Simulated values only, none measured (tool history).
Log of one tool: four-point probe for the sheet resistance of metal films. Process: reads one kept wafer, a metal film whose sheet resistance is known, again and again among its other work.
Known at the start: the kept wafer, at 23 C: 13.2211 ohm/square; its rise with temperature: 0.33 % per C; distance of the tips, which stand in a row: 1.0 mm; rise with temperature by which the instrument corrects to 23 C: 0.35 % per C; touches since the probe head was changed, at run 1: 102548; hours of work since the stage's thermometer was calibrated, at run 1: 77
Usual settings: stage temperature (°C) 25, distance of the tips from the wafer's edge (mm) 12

run	hour	stage temperature (°C)	distance of the tips from the wafer's edge (mm)	touches since the probe head was changed	hours of work since the stage's thermometer was calibrated	sheet resistance as the instrument gives it (ohm/square)
1	0.0	25	12	102548	77	13.142567
2	41.6	25	39	105012	110	13.093141
3	97.3	25	39	108313	153	13.090814
4	166.7	25	39	112422	207	13.084152
5	241.0	25	39	116827	264	13.085776
6	290.7	25	11	119772	303	13.136128
7	354.4	25	11	123546	352	13.136371
8	419.1	25	12	127377	402	13.123482
9	480.0	25	12	130987	450	13.114348
10	559.0	25	12	135663	511	13.116694
11	617.5	25	12	139133	556	13.112610
12	674.4	25	12	142505	600	13.106306
13	755.4	33	12	147304	663	13.080499
14	818.3	25	59	151025	712	13.054595
15	881.8	25	59	154791	761	13.052242
16	944.0	20	59	158477	809	13.067759
17	995.6	28	12	161530	849	13.083491
18	1041.2	25	12	164231	885	13.091383
19	1111.4	35	12	168390	939	13.059522
20	1194.3	35	12	173305	1003	13.056642
21	1247.9	25	12	176478	1045	13.089749
22	1329.3	25	12	181305	1108	13.080385
# hour 1337.2: stage's thermometer calibrated
23	1396.6	23	6	185261	46	13.226638
24	1446.3	25	6	188206	85	13.218663
25	1494.0	18	13	191028	122	13.091059
26	1553.1	18	13	194531	167	13.089758
27	1625.5	18	13	198822	224	13.082521
28	1675.5	25	33	201782	262	13.023036
# hour 1700.8: stage's thermometer calibrated, once more
29	1720.8	21	16	204435	15	13.061707
30	1799.3	21	16	209088	76	13.060366
31	1841.3	27	12	211578	109	13.060370
32	1885.0	34	5	214163	143	13.262723
33	1967.5	29	6	219053	207	13.189243
34	2031.4	19	5	222839	256	13.302028
35	2107.0	18	29	227317	315	13.038947
# hour 2114.9: new probe head fitted
36	2171.3	18	29	3344	364	13.245050
37	2223.8	19	3	6451	405	13.976685
38	2268.6	20	22	9108	439	13.242464
39	2349.4	20	42	13896	502	13.230313
40	2416.8	19	3	17888	554	13.969196
41	2492.7	19	3	22382	613	13.961219
42	2552.9	31	17	25949	660	13.196379
43	2633.7	31	17	30738	722	13.199867
44	2685.3	31	17	33792	762	13.195511

Forecast each of these 3 alternatives for the next run:
A	2725.3	31	9	36168	794	?
B	2725.3	22	16	36168	794	?
C	2725.3	31	11	36168	794	?

run	sheet resistance as the instrument gives it (ohm/square)
A	13.259392
B	13.229588
C	13.231068
Without the tool's hidden state the same runs would have given:
run	sheet resistance as the instrument gives it (ohm/square)
A	13.285011
B	13.255211
C	13.256637
